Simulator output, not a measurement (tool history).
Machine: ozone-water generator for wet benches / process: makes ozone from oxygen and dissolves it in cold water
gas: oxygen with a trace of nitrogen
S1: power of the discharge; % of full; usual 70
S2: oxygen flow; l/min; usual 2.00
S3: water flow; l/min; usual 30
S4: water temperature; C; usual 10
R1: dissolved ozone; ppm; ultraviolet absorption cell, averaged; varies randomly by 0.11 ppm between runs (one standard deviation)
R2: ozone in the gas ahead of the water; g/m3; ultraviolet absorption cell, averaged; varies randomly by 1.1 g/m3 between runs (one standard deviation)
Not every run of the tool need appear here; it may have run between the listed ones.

run	day	S1	S2	S3	S4	R1	R2
1	0.000	70	2.00	30	10	7.5	175.5
2	2.642	70	2.00	30	10	7.4	175.4
3	6.338	70	2.00	30	10	7.5	174.4
4	10.208	70	2.00	30	10	7.5	173.4
5	14.138	70	2.00	30	10	7.6	175.0
6	17.096	70	2.00	30	10	7.5	174.1
7	23.529	70	2.00	30	10	7.6	173.4
8	27.175	43	2.00	30	10	5.0	116.4
9	32.550	43	2.00	30	10	4.9	116.9
10	35.354	43	2.00	30	10	4.9	115.5
11	41.429	43	2.00	30	10	5.1	114.7
12	45.929	43	2.00	30	10	4.8	115.7
13	52.275	43	2.00	30	10	4.7	116.0
14	55.100	93	2.00	30	10	9.2	215.5
15	61.250	93	2.00	30	10	9.3	214.4
16	64.021	57	2.00	30	10	6.2	143.2
17	69.588	57	2.00	30	7	6.3	143.7
18	75.058	67	2.72	39	10	5.6	135.3
19	78.704	70	2.00	25	10	8.8	167.4
20	84.467	70	2.00	37	10	5.7	167.8
21	90.592	70	2.00	42	13	4.9	168.1
22	94.233	70	2.00	42	13	4.8	165.7
23	99.125	90	2.00	42	14	5.9	204.7
24	105.008	99	2.39	42	10	6.7	195.2
# day 108.121: water thermometer calibrated
25	108.121	99	2.39	42	10	6.6	193.4
26	113.021	99	2.39	42	10	6.7	195.9
# day 118.108: contactor cleaned
27	119.083	63	2.39	33	16	6.1	136.1
28	121.775	63	2.39	33	16	6.2	134.6
29	126.567	63	2.39	33	16	6.2	135.8
30	132.408	70	2.00	30	7	7.1	163.0
31	136.604	46	1.26	39	10	3.5	156.5
32	141.879	51	1.26	32	10	4.8	171.5
33	144.862	51	1.26	32	10	4.5	169.0
34	151.292	70	2.00	26	6	8.6	162.2

Below are 3 alternative next runs, each starting from the tool's condition after run 34. Predict each:
A	154.896	63	2.00	26	6	?	?
B	154.896	70	3.34	46	10	?	?
C	154.896	70	1.92	26	8	?	?

run	R1	R2
A	7.8	148.3
B	5.2	118.4
C	8.2	165.0
With the hidden condition removed and each run's random variation left untouched, the same runs would have given:
run	R1	R2
A	9.0	169.8
B	6.0	137.2
C	9.6	191.0

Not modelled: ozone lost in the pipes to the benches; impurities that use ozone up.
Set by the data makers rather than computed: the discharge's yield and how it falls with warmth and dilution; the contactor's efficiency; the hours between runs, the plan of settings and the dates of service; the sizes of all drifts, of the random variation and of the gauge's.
